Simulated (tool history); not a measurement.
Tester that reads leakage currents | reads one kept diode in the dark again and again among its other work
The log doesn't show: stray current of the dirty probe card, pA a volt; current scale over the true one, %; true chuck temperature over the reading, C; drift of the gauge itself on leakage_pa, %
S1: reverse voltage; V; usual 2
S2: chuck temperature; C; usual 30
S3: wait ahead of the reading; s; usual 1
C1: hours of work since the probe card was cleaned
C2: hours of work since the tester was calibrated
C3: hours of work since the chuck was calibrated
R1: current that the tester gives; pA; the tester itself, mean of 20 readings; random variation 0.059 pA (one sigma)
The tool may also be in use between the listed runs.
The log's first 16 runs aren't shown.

run,hour,S1,S2,S3,C1,C2,C3,R1
17,445.5,17.4,30,1,1584,405,341,24.62
18,462.7,2,30,1,1596,417,353,10.56
19,495.3,2,30,1,1619,440,376,10.57
20,520.5,2,30,1,1637,458,394,10.63
21,553.9,2,30,1,1660,481,417,10.71
22,572.1,2,31,5.68,1673,494,430,11.27
23,592.2,2,21,5.68,1687,508,444,4.91
24,613.4,2,50,5.68,1702,523,459,46.89
25,630.5,2.88,39,1.29,1714,535,471,23.98
26,646.6,2.88,39,1.29,1726,547,483,24.07
27,681.9,5.28,36,0.66,1751,572,508,24.32
28,717.6,5.28,36,0.66,1776,597,533,24.4
29,750.5,6.91,33,7.51,1799,620,556,20.59
30,774.8,6.24,25,0.68,1816,637,573,11.48
31,790.2,1.38,38,1.07,1827,648,584,17.14
32,810.1,2.24,53,4.95,1841,662,598,60.49
33,838.3,2.24,39,1.14,1861,682,618,21.87
34,870.3,2.24,39,1.14,1883,704,640,21.9
35,897.9,6.15,39,1.45,1903,724,660,31.86
36,928,6.29,30,4.34,1924,745,681,15.7
# hour 941.9: chuck's temperature calibrated
37,963,1.25,58,0.34,1947,768,15,69.94
38,988.6,2.98,32,1,1965,786,33,14.37
39,1009.6,3.74,30,0.85,1980,801,48,13.56
40,1038.6,3.74,30,0.85,2001,822,68,13.51

Forecast each of these 4 alternatives for the next run:
A,1063.2,2,30,0.98,2018,839,86,?
B,1063.2,2,30,0.92,2018,839,86,?
C,1063.2,11.47,32,4.77,2018,839,86,?
D,1063.2,3.74,30,5.55,2018,839,86,?

run,R1
A,10.56
B,10.57
C,23.06
D,13.1
Without the tool's hidden state the same runs would have given:
run,R1
A,10.55
B,10.56
C,23.03
D,13.08
